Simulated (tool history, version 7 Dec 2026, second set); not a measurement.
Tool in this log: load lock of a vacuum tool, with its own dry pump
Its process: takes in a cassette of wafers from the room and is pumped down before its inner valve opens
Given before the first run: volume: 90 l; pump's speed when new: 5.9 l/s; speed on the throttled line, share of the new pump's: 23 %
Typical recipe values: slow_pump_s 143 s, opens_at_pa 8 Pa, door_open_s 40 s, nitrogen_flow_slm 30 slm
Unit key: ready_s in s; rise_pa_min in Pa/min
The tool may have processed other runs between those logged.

run,day,slow_pump_s,opens_at_pa,door_open_s,nitrogen_flow_slm,"incoming humidity of the room's air, %",ready_s,rise_pa_min
1,0,143,8,40,30,46.9,256.6,0.006
2,7.312,93,8,40,30,40.2,218.7,0.004
3,18.696,93,8,40,30,45,216.7,0.008
4,29.296,122,8,40,30,44.2,238.2,0.013
5,41.171,143,12,40,30,42,248.6,0.002
6,51.762,143,8,40,30,44.2,256.5,0
7,62.35,143,8,40,30,44.1,254,0.01
# day 63.383: dry pump taken out, an overhauled one fitted
8,74.904,83,8,40,30,46.4,209.5,0.005
9,81.771,83,8,40,30,42.3,210.9,0.007
10,94.617,83,8,40,30,48.7,209.1,0.006
11,102.708,83,8,40,30,42.9,208.8,0.003
12,109.488,83,8,40,30,42.7,209.8,0.007
13,123.554,83,8,40,30,43.6,210.1,0.007
14,133.458,83,8,40,34,44.2,208.4,0.006
15,140.946,83,8,40,34,46.7,209.8,0.006
16,150.012,83,8,40,34,46.5,208.5,0.005
17,158.938,83,8,159,12,43.9,210.8,0.021
18,166.417,83,8,159,12,44,209.6,0.016
19,173.333,83,8,159,12,40.9,209.6,0.016
20,185.062,143,15,40,30,47.1,244.2,0.006
21,197.954,143,14,40,30,45,247.6,0.003
22,212.529,223,14,45,30,44.5,308,0.005
23,224.625,143,6,29,9,42.7,260.8,0.012
24,239.346,143,11,102,30,44.4,250.5,0.006

For run 25, what comes out?
25,250.625,143,11,102,30,46.2,?,?

Run 25 yielded ready_s 250.3 s, rise_pa_min 0.009 Pa/min.
With the hidden condition absent and the run-to-run variation left alone, this run would have shown ready_s 250.3 s, rise_pa_min 0.008 Pa/min.
